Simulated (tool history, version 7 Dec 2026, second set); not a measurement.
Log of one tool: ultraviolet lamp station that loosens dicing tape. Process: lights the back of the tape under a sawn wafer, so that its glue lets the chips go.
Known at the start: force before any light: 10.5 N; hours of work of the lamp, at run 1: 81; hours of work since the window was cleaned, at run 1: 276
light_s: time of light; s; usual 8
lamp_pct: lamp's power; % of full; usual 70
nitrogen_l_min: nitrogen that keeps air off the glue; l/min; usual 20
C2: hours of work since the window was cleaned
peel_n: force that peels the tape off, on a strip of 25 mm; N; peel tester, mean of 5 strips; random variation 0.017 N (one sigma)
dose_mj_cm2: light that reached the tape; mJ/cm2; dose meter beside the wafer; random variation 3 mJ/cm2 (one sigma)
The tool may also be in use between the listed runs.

run 1 hour=0 | light_s=8 lamp_pct=70 nitrogen_l_min=20 | hours_of_work_of_the_lamp=81 C2=276 | peel_n=0.967 dose_mj_cm2=396
run 2 hour=10 | light_s=8 lamp_pct=70 nitrogen_l_min=20 | hours_of_work_of_the_lamp=88 C2=283 | peel_n=0.943 dose_mj_cm2=399
run 3 hour=17.2 | light_s=8 lamp_pct=70 nitrogen_l_min=20 | hours_of_work_of_the_lamp=93 C2=288 | peel_n=0.977 dose_mj_cm2=400
run 4 hour=22.5 | light_s=12 lamp_pct=70 nitrogen_l_min=20 | hours_of_work_of_the_lamp=97 C2=292 | peel_n=0.427 dose_mj_cm2=599
run 5 hour=26.9 | light_s=12 lamp_pct=70 nitrogen_l_min=20 | hours_of_work_of_the_lamp=100 C2=295 | peel_n=0.412 dose_mj_cm2=599
run 6 hour=34.5 | light_s=12 lamp_pct=70 nitrogen_l_min=20 | hours_of_work_of_the_lamp=106 C2=301 | peel_n=0.436 dose_mj_cm2=594
run 7 hour=41.6 | light_s=12 lamp_pct=70 nitrogen_l_min=20 | hours_of_work_of_the_lamp=111 C2=306 | peel_n=0.431 dose_mj_cm2=600
run 8 hour=50.4 | light_s=12 lamp_pct=70 nitrogen_l_min=20 | hours_of_work_of_the_lamp=117 C2=312 | peel_n=0.446 dose_mj_cm2=593
run 9 hour=58.9 | light_s=8 lamp_pct=89 nitrogen_l_min=20 | hours_of_work_of_the_lamp=123 C2=318 | peel_n=0.601 dose_mj_cm2=504
run 10 hour=66.3 | light_s=8 lamp_pct=89 nitrogen_l_min=20 | hours_of_work_of_the_lamp=129 C2=324 | peel_n=0.603 dose_mj_cm2=504
run 11 hour=75.8 | light_s=8 lamp_pct=93 nitrogen_l_min=20 | hours_of_work_of_the_lamp=136 C2=330 | peel_n=0.552 dose_mj_cm2=523
run 12 hour=81.1 | light_s=8 lamp_pct=93 nitrogen_l_min=20 | hours_of_work_of_the_lamp=140 C2=334 | peel_n=0.533 dose_mj_cm2=517
run 13 hour=86.3 | light_s=8 lamp_pct=93 nitrogen_l_min=20 | hours_of_work_of_the_lamp=143 C2=338 | peel_n=0.556 dose_mj_cm2=520
run 14 hour=94.9 | light_s=8 lamp_pct=93 nitrogen_l_min=20 | hours_of_work_of_the_lamp=149 C2=344 | peel_n=0.547 dose_mj_cm2=519
run 15 hour=104 | light_s=8 lamp_pct=65 nitrogen_l_min=20 | hours_of_work_of_the_lamp=156 C2=351 | peel_n=1.239 dose_mj_cm2=363
run 16 hour=109.8 | light_s=8 lamp_pct=70 nitrogen_l_min=20 | hours_of_work_of_the_lamp=160 C2=355 | peel_n=1.058 dose_mj_cm2=389
run 17 hour=117.3 | light_s=8 lamp_pct=70 nitrogen_l_min=20 | hours_of_work_of_the_lamp=166 C2=360 | peel_n=1.02 dose_mj_cm2=392
run 18 hour=126 | light_s=8 lamp_pct=70 nitrogen_l_min=20 | hours_of_work_of_the_lamp=172 C2=367 | peel_n=1.094 dose_mj_cm2=389
run 19 hour=134.4 | light_s=8 lamp_pct=70 nitrogen_l_min=26 | hours_of_work_of_the_lamp=178 C2=373 | peel_n=0.942 dose_mj_cm2=392
run 20 hour=139.9 | light_s=15 lamp_pct=70 nitrogen_l_min=26 | hours_of_work_of_the_lamp=182 C2=377 | peel_n=0.27 dose_mj_cm2=725
run 21 hour=144.8 | light_s=8 lamp_pct=62 nitrogen_l_min=20 | hours_of_work_of_the_lamp=186 C2=380 | peel_n=1.348 dose_mj_cm2=342
-- hour=145.8 window cleaned of glue's vapour
run 22 hour=153.6 | light_s=8 lamp_pct=70 nitrogen_l_min=10 | hours_of_work_of_the_lamp=192 C2=6 | peel_n=1.548 dose_mj_cm2=361
-- hour=161.1 window cleaned of glue's vapour, once more
run 23 hour=162.2 | light_s=8 lamp_pct=70 nitrogen_l_min=10 | hours_of_work_of_the_lamp=197 C2=1 | peel_n=1.213 dose_mj_cm2=420
run 24 hour=167.7 | light_s=10 lamp_pct=71 nitrogen_l_min=10 | hours_of_work_of_the_lamp=201 C2=5 | peel_n=0.749 dose_mj_cm2=530
run 25 hour=177.5 | light_s=10 lamp_pct=86 nitrogen_l_min=13 | hours_of_work_of_the_lamp=209 C2=12 | peel_n=0.437 dose_mj_cm2=638
run 26 hour=186.4 | light_s=6 lamp_pct=70 nitrogen_l_min=30 | hours_of_work_of_the_lamp=215 C2=18 | peel_n=1.382 dose_mj_cm2=313
run 27 hour=193.4 | light_s=7 lamp_pct=70 nitrogen_l_min=28 | hours_of_work_of_the_lamp=220 C2=23 | peel_n=1.067 dose_mj_cm2=366
run 28 hour=202.1 | light_s=7 lamp_pct=70 nitrogen_l_min=28 | hours_of_work_of_the_lamp=226 C2=30 | peel_n=1.07 dose_mj_cm2=359
run 29 hour=208.5 | light_s=14 lamp_pct=61 nitrogen_l_min=17 | hours_of_work_of_the_lamp=231 C2=34 | peel_n=0.409 dose_mj_cm2=630
run 30 hour=213.3 | light_s=6 lamp_pct=72 nitrogen_l_min=6 | hours_of_work_of_the_lamp=234 C2=38 | peel_n=2.361 dose_mj_cm2=317
run 31 hour=218.5 | light_s=9 lamp_pct=74 nitrogen_l_min=6 | hours_of_work_of_the_lamp=238 C2=41 | peel_n=1.202 dose_mj_cm2=489
run 32 hour=224.4 | light_s=6 lamp_pct=87 nitrogen_l_min=6 | hours_of_work_of_the_lamp=242 C2=46 | peel_n=1.784 dose_mj_cm2=387
run 33 hour=234.4 | light_s=5 lamp_pct=70 nitrogen_l_min=6 | hours_of_work_of_the_lamp=250 C2=53 | peel_n=3.228 dose_mj_cm2=258
run 34 hour=240.3 | light_s=5 lamp_pct=64 nitrogen_l_min=10 | hours_of_work_of_the_lamp=254 C2=57 | peel_n=2.978 dose_mj_cm2=235
run 35 hour=247.1 | light_s=5 lamp_pct=64 nitrogen_l_min=10 | hours_of_work_of_the_lamp=259 C2=62 | peel_n=2.971 dose_mj_cm2=234
run 36 hour=256.8 | light_s=5 lamp_pct=64 nitrogen_l_min=9 | hours_of_work_of_the_lamp=266 C2=69 | peel_n=3.083 dose_mj_cm2=231
run 37 hour=261 | light_s=5 lamp_pct=64 nitrogen_l_min=9 | hours_of_work_of_the_lamp=269 C2=72 | peel_n=3.187 dose_mj_cm2=236
run 38 hour=267.8 | light_s=7 lamp_pct=67 nitrogen_l_min=28 | hours_of_work_of_the_lamp=274 C2=77 | peel_n=1.18 dose_mj_cm2=339
run 39 hour=274 | light_s=6 lamp_pct=61 nitrogen_l_min=9 | hours_of_work_of_the_lamp=278 C2=82 | peel_n=2.703 dose_mj_cm2=266
run 40 hour=280.9 | light_s=6 lamp_pct=61 nitrogen_l_min=9 | hours_of_work_of_the_lamp=283 C2=87 | peel_n=2.635 dose_mj_cm2=262
run 41 hour=290 | light_s=8 lamp_pct=73 nitrogen_l_min=20 | hours_of_work_of_the_lamp=290 C2=93 | peel_n=0.893 dose_mj_cm2=420
run 42 hour=298.3 | light_s=8 lamp_pct=73 nitrogen_l_min=11 | hours_of_work_of_the_lamp=296 C2=99 | peel_n=1.136 dose_mj_cm2=419
run 43 hour=302.9 | light_s=13 lamp_pct=78 nitrogen_l_min=13 | hours_of_work_of_the_lamp=299 C2=102 | peel_n=0.351 dose_mj_cm2=730
run 44 hour=308.1 | light_s=8 lamp_pct=64 nitrogen_l_min=11 | hours_of_work_of_the_lamp=303 C2=106 | peel_n=1.49 dose_mj_cm2=371

Forecast each of these 3 alternatives for the next run:
run A hour=314.7 | light_s=8 lamp_pct=70 nitrogen_l_min=9 | hours_of_work_of_the_lamp=308 C2=111 | peel_n=? dose_mj_cm2=?
run B hour=314.7 | light_s=8 lamp_pct=79 nitrogen_l_min=11 | hours_of_work_of_the_lamp=308 C2=111 | peel_n=? dose_mj_cm2=?
run C hour=314.7 | light_s=6 lamp_pct=62 nitrogen_l_min=8 | hours_of_work_of_the_lamp=308 C2=111 | peel_n=? dose_mj_cm2=?

run=A peel_n=1.384 dose_mj_cm2=402
run=B peel_n=1.01 dose_mj_cm2=450
run=C peel_n=2.736 dose_mj_cm2=268
Without the tool's hidden state the same runs would have given:
run=A peel_n=1.182 dose_mj_cm2=437
run=B peel_n=0.851 dose_mj_cm2=489
run=C peel_n=2.449 dose_mj_cm2=291
